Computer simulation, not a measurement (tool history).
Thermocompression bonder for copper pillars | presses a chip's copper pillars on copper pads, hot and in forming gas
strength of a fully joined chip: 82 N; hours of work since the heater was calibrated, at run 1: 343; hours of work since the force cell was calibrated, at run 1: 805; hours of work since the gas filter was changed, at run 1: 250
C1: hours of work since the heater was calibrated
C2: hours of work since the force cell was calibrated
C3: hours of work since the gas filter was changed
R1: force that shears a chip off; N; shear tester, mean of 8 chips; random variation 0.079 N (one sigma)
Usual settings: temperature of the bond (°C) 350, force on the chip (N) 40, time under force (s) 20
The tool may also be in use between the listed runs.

Run 1, day 0: usual settings; C1 343; C2 805; C3 250. Result: R1 31.64 N.
Run 2, day 0.329: usual settings; C1 347; C2 809; C3 255. Result: R1 31.32 N.
Run 3, day 1.046: usual settings but force on the chip (N) 29; C1 358; C2 820; C3 265. Result: R1 24.77 N.
Run 4, day 1.529: usual settings but temperature of the bond (°C) 364, force on the chip (N) 29; C1 365; C2 827; C3 272. Result: R1 29.22 N.
Run 5, day 2.038: usual settings but temperature of the bond (°C) 364, force on the chip (N) 29; C1 372; C2 834; C3 279. Result: R1 29.38 N.
Run 6, day 2.754: usual settings but temperature of the bond (°C) 364, force on the chip (N) 29; C1 382; C2 844; C3 290. Result: R1 29.18 N.
Run 7, day 3.438: usual settings but temperature of the bond (°C) 364, force on the chip (N) 29; C1 392; C2 854; C3 300. Result: R1 29.24 N.
Run 8, day 3.8: usual settings; C1 397; C2 859; C3 305. Result: R1 31.47 N.
Run 9, day 4.379: usual settings but temperature of the bond (°C) 366; C1 406; C2 868; C3 313. Result: R1 37.42 N.
Run 10, day 4.708: usual settings but temperature of the bond (°C) 366; C1 410; C2 872; C3 318. Result: R1 37.3 N.
Run 11, day 5.362: usual settings but temperature of the bond (°C) 351; C1 420; C2 882; C3 327. Result: R1 31.69 N.
Run 12, day 5.8: usual settings but temperature of the bond (°C) 351; C1 426; C2 888; C3 334. Result: R1 31.69 N.
Run 13, day 6.1: usual settings but temperature of the bond (°C) 351; C1 430; C2 893; C3 338. Result: R1 31.54 N.
Run 14, day 6.538: usual settings; C1 437; C2 899; C3 344. Result: R1 31.24 N.
Run 15, day 6.896: usual settings; C1 442; C2 904; C3 349. Result: R1 31.18 N.
Run 16, day 7.379: usual settings but force on the chip (N) 39; C1 449; C2 911; C3 356. Result: R1 30.6 N.
Run 17, day 7.967: usual settings but force on the chip (N) 39; C1 457; C2 919; C3 365. Result: R1 30.49 N.
Run 18, day 8.488: usual settings but force on the chip (N) 39; C1 465; C2 927; C3 372. Result: R1 30.74 N.
Run 19, day 9.033: usual settings but force on the chip (N) 39; C1 473; C2 935; C3 380. Result: R1 30.86 N.
Run 20, day 9.588: usual settings but force on the chip (N) 39; C1 481; C2 943; C3 388. Result: R1 30.58 N.
Run 21, day 10.204: usual settings but force on the chip (N) 60; C1 489; C2 952; C3 397. Result: R1 40.88 N.
Run 22, day 10.758: usual settings but temperature of the bond (°C) 347, force on the chip (N) 28, time under force (s) 19; C1 497; C2 960; C3 405. Result: R1 22.56 N.
Run 23, day 11.088: usual settings but temperature of the bond (°C) 349, force on the chip (N) 48, time under force (s) 19; C1 502; C2 964; C3 410. Result: R1 34.15 N.
Run 24, day 11.575: usual settings but temperature of the bond (°C) 349, force on the chip (N) 48, time under force (s) 19; C1 509; C2 971; C3 417. Result: R1 34.21 N.
Run 25, day 11.975: usual settings but temperature of the bond (°C) 325, force on the chip (N) 58, time under force (s) 53; C1 515; C2 977; C3 422. Result: R1 42.58 N.
Run 26, day 12.629: usual settings but temperature of the bond (°C) 322, force on the chip (N) 28, time under force (s) 53; C1 524; C2 986; C3 432. Result: R1 24.85 N.
Run 27, day 13.308: usual settings but temperature of the bond (°C) 322, force on the chip (N) 28, time under force (s) 53; C1 534; C2 996; C3 442. Result: R1 25.04 N.
At day 13.529: forming gas filter changed.
Run 28, day 13.671: usual settings but temperature of the bond (°C) 379, force on the chip (N) 39, time under force (s) 26; C1 539; C2 1001; C3 2. Result: R1 46.32 N.
Run 29, day 14.042: usual settings but temperature of the bond (°C) 367, time under force (s) 11; C1 544; C2 1007; C3 7. Result: R1 30.7 N.

Forecast run 30:
Run 30, day 14.446: usual settings but time under force (s) 43; C1 550; C2 1012; C3 13. Result: R1 ?.

R1: 42.43 N
Without the tool's hidden state the same run would have given R1 42.86 N.

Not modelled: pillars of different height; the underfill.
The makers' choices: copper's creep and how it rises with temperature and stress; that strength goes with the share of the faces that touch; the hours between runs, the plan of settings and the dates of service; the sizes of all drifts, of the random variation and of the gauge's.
